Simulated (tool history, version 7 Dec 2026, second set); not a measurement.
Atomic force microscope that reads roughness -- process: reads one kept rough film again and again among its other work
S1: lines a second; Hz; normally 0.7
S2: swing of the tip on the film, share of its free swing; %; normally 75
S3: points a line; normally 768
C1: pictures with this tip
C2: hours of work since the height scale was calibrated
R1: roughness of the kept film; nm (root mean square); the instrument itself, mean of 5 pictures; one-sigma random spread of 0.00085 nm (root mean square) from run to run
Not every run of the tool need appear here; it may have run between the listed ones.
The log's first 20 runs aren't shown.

run	hour	S1	S2	S3	C1	C2	R1
21	583.2	0.7	75	768	124	927	0.7967
# hour 587.8: height scale calibrated on a step standard
22	626.4	0.7	75	768	197	19	0.7942
23	662.9	0.7	75	768	260	38	0.7909
# hour 679.3: new tip fitted
24	688.8	0.7	75	768	17	50	0.7967
25	730.3	0.7	75	284	88	71	0.7927
26	752.8	0.7	75	284	127	82	0.7931
27	788.2	1.211	67	328	188	100	0.7876
28	814.7	0.7	67	330	234	113	0.8056
# hour 838.3: height scale calibrated on a step standard, once more
29	838.3	0.7	67	525	273	0	0.8121
# hour 847.2: new tip fitted
30	866.7	1.928	61	425	34	14	0.7949
31	886.4	0.987	58	746	68	24	0.8215
32	911	0.7	75	686	111	36	0.8022
33	944.4	0.7	75	686	168	53	0.8015
34	971.5	0.7	75	686	215	66	0.8012
35	1012.1	0.7	75	686	285	87	0.7993
# hour 1015.8: new tip fitted
36	1049.1	1.258	75	918	58	105	0.7726
37	1073.3	0.7	75	591	100	117	0.8013

Estimate the outcome of run 38 from the log above:
38	1100.6	0.684	75	591	147	131	?

R1: 0.8022 nm (root mean square)
Without the tool's hidden state the same run would have given R1 0.8062 nm (root mean square).
